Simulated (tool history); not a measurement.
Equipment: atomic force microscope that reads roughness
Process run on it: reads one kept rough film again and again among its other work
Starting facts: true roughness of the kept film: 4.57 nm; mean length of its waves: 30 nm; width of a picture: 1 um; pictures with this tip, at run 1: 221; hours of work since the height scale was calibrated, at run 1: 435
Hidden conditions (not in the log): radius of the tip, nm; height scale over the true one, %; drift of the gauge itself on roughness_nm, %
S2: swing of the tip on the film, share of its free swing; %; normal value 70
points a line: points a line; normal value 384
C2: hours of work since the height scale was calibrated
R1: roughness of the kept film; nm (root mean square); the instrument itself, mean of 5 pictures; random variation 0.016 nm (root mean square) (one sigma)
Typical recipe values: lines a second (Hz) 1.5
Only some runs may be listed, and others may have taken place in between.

{"run": 1, "hour": 0.0, "lines a second (Hz)": 1.5, "S2": 70, "points a line": 384, "pictures with this tip": 221, "C2": 435, "R1": 3.756}
{"hour": 2.9, "done": "new tip fitted"}
{"run": 2, "hour": 22.9, "lines a second (Hz)": 1.5, "S2": 65, "points a line": 384, "pictures with this tip": 21, "C2": 446, "R1": 3.864}
{"run": 3, "hour": 54.6, "lines a second (Hz)": 1.5, "S2": 65, "points a line": 384, "pictures with this tip": 55, "C2": 461, "R1": 3.831}
{"run": 4, "hour": 91.6, "lines a second (Hz)": 1.5, "S2": 70, "points a line": 384, "pictures with this tip": 93, "C2": 479, "R1": 3.757}
{"run": 5, "hour": 121.7, "lines a second (Hz)": 1.5, "S2": 70, "points a line": 384, "pictures with this tip": 125, "C2": 494, "R1": 3.766}
{"run": 6, "hour": 143.6, "lines a second (Hz)": 1.5, "S2": 70, "points a line": 384, "pictures with this tip": 148, "C2": 504, "R1": 3.761}
{"run": 7, "hour": 161.3, "lines a second (Hz)": 1.5, "S2": 70, "points a line": 384, "pictures with this tip": 166, "C2": 513, "R1": 3.766}
{"run": 8, "hour": 201.2, "lines a second (Hz)": 1.5, "S2": 70, "points a line": 384, "pictures with this tip": 208, "C2": 532, "R1": 3.761}
{"hour": 215.5, "done": "new tip fitted"}
{"run": 9, "hour": 228.5, "lines a second (Hz)": 1.5, "S2": 70, "points a line": 384, "pictures with this tip": 13, "C2": 545, "R1": 3.76}
{"run": 10, "hour": 252.3, "lines a second (Hz)": 1.5, "S2": 70, "points a line": 384, "pictures with this tip": 38, "C2": 557, "R1": 3.764}
{"run": 11, "hour": 286.7, "lines a second (Hz)": 1.5, "S2": 70, "points a line": 384, "pictures with this tip": 74, "C2": 574, "R1": 3.804}
{"run": 12, "hour": 313.5, "lines a second (Hz)": 1.5, "S2": 70, "points a line": 384, "pictures with this tip": 103, "C2": 586, "R1": 3.768}
{"run": 13, "hour": 345.7, "lines a second (Hz)": 1.5, "S2": 70, "points a line": 384, "pictures with this tip": 136, "C2": 602, "R1": 3.769}
{"run": 14, "hour": 376.8, "lines a second (Hz)": 1.5, "S2": 70, "points a line": 384, "pictures with this tip": 169, "C2": 617, "R1": 3.753}
{"run": 15, "hour": 417.0, "lines a second (Hz)": 1.5, "S2": 70, "points a line": 384, "pictures with this tip": 211, "C2": 637, "R1": 3.764}
{"hour": 430.2, "done": "new tip fitted"}
{"run": 16, "hour": 435.6, "lines a second (Hz)": 1.5, "S2": 69, "points a line": 384, "pictures with this tip": 6, "C2": 645, "R1": 3.807}
{"run": 17, "hour": 474.2, "lines a second (Hz)": 1.5, "S2": 70, "points a line": 384, "pictures with this tip": 47, "C2": 664, "R1": 3.763}
{"run": 18, "hour": 506.2, "lines a second (Hz)": 1.5, "S2": 70, "points a line": 384, "pictures with this tip": 80, "C2": 680, "R1": 3.781}
{"run": 19, "hour": 535.9, "lines a second (Hz)": 1.5, "S2": 70, "points a line": 384, "pictures with this tip": 111, "C2": 694, "R1": 3.768}
{"run": 20, "hour": 577.4, "lines a second (Hz)": 1.5, "S2": 70, "points a line": 331, "pictures with this tip": 155, "C2": 714, "R1": 3.72}
{"run": 21, "hour": 612.8, "lines a second (Hz)": 1.01, "S2": 70, "points a line": 384, "pictures with this tip": 192, "C2": 731, "R1": 3.883}
{"hour": 643.4, "done": "new tip fitted"}
{"run": 22, "hour": 643.4, "lines a second (Hz)": 1.01, "S2": 70, "points a line": 384, "pictures with this tip": 0, "C2": 746, "R1": 3.894}
{"run": 23, "hour": 674.0, "lines a second (Hz)": 1.5, "S2": 70, "points a line": 401, "pictures with this tip": 32, "C2": 761, "R1": 3.811}
{"run": 24, "hour": 699.1, "lines a second (Hz)": 0.84, "S2": 82, "points a line": 1009, "pictures with this tip": 59, "C2": 773, "R1": 3.769}
{"run": 25, "hour": 722.0, "lines a second (Hz)": 0.84, "S2": 84, "points a line": 949, "pictures with this tip": 83, "C2": 784, "R1": 3.741}
{"run": 26, "hour": 739.4, "lines a second (Hz)": 0.66, "S2": 83, "points a line": 315, "pictures with this tip": 101, "C2": 792, "R1": 3.819}
{"run": 27, "hour": 763.7, "lines a second (Hz)": 0.66, "S2": 83, "points a line": 315, "pictures with this tip": 127, "C2": 804, "R1": 3.836}
{"run": 28, "hour": 795.9, "lines a second (Hz)": 1.5, "S2": 67, "points a line": 384, "pictures with this tip": 160, "C2": 820, "R1": 3.796}
{"run": 29, "hour": 830.8, "lines a second (Hz)": 1.41, "S2": 62, "points a line": 889, "pictures with this tip": 197, "C2": 836, "R1": 3.902}
{"hour": 854.9, "done": "new tip fitted"}
{"run": 30, "hour": 866.7, "lines a second (Hz)": 0.88, "S2": 62, "points a line": 282, "pictures with this tip": 12, "C2": 854, "R1": 3.964}
{"run": 31, "hour": 895.2, "lines a second (Hz)": 0.88, "S2": 62, "points a line": 282, "pictures with this tip": 42, "C2": 867, "R1": 3.981}
{"run": 32, "hour": 921.4, "lines a second (Hz)": 0.51, "S2": 62, "points a line": 282, "pictures with this tip": 69, "C2": 880, "R1": 4.016}
{"run": 33, "hour": 951.6, "lines a second (Hz)": 0.51, "S2": 62, "points a line": 282, "pictures with this tip": 101, "C2": 895, "R1": 4.04}
{"run": 34, "hour": 970.5, "lines a second (Hz)": 1.82, "S2": 62, "points a line": 337, "pictures with this tip": 121, "C2": 904, "R1": 3.879}
{"run": 35, "hour": 989.5, "lines a second (Hz)": 1.82, "S2": 62, "points a line": 337, "pictures with this tip": 141, "C2": 913, "R1": 3.841}
{"run": 36, "hour": 1022.6, "lines a second (Hz)": 3.62, "S2": 86, "points a line": 619, "pictures with this tip": 175, "C2": 929, "R1": 2.757}
{"run": 37, "hour": 1046.5, "lines a second (Hz)": 3.62, "S2": 86, "points a line": 619, "pictures with this tip": 201, "C2": 941, "R1": 2.75}
{"run": 38, "hour": 1065.1, "lines a second (Hz)": 3.62, "S2": 86, "points a line": 619, "pictures with this tip": 220, "C2": 950, "R1": 2.744}
{"hour": 1067.7, "done": "new tip fitted"}
{"run": 39, "hour": 1103.9, "lines a second (Hz)": 1.91, "S2": 86, "points a line": 296, "pictures with this tip": 38, "C2": 968, "R1": 3.238}
{"run": 40, "hour": 1135.9, "lines a second (Hz)": 1.5, "S2": 81, "points a line": 273, "pictures with this tip": 72, "C2": 984, "R1": 3.53}
{"run": 41, "hour": 1154.3, "lines a second (Hz)": 2.42, "S2": 80, "points a line": 601, "pictures with this tip": 91, "C2": 993, "R1": 3.3}
{"run": 42, "hour": 1184.5, "lines a second (Hz)": 2.42, "S2": 80, "points a line": 601, "pictures with this tip": 123, "C2": 1007, "R1": 3.281}
{"run": 43, "hour": 1206.0, "lines a second (Hz)": 2.42, "S2": 80, "points a line": 601, "pictures with this tip": 145, "C2": 1018, "R1": 3.289}
{"run": 44, "hour": 1226.4, "lines a second (Hz)": 1.77, "S2": 69, "points a line": 601, "pictures with this tip": 167, "C2": 1027, "R1": 3.758}
{"run": 45, "hour": 1266.7, "lines a second (Hz)": 1.77, "S2": 69, "points a line": 601, "pictures with this tip": 209, "C2": 1047, "R1": 3.776}
{"hour": 1280.3, "done": "new tip fitted"}
{"run": 46, "hour": 1308.4, "lines a second (Hz)": 2.03, "S2": 55, "points a line": 384, "pictures with this tip": 29, "C2": 1067, "R1": 3.911}

Describe how what the log doesn't record of the tool's condition differs between the last listed run preceding each entry between runs and the first listed run following it.
In the gap between runs 1 and 2: new tip fitted (hour 2.9)
  radius of the tip, nm: 5.1 -> 5
In the gap between runs 8 and 9: new tip fitted (hour 215.5)
  radius of the tip, nm: 5.1 -> 5
In the gap between runs 15 and 16: new tip fitted (hour 430.2)
  radius of the tip, nm: 5.1 -> 5
In the gap between runs 21 and 22: new tip fitted (hour 643.4)
  radius of the tip, nm: 5.1 -> 5
In the gap between runs 29 and 30: new tip fitted (hour 854.9)
  radius of the tip, nm: 5.1 -> 5
In the gap between runs 38 and 39: new tip fitted (hour 1067.7)
  radius of the tip, nm: 5.1 -> 5
In the gap between runs 45 and 46: new tip fitted (hour 1280.3)
  radius of the tip, nm: 5.1 -> 5
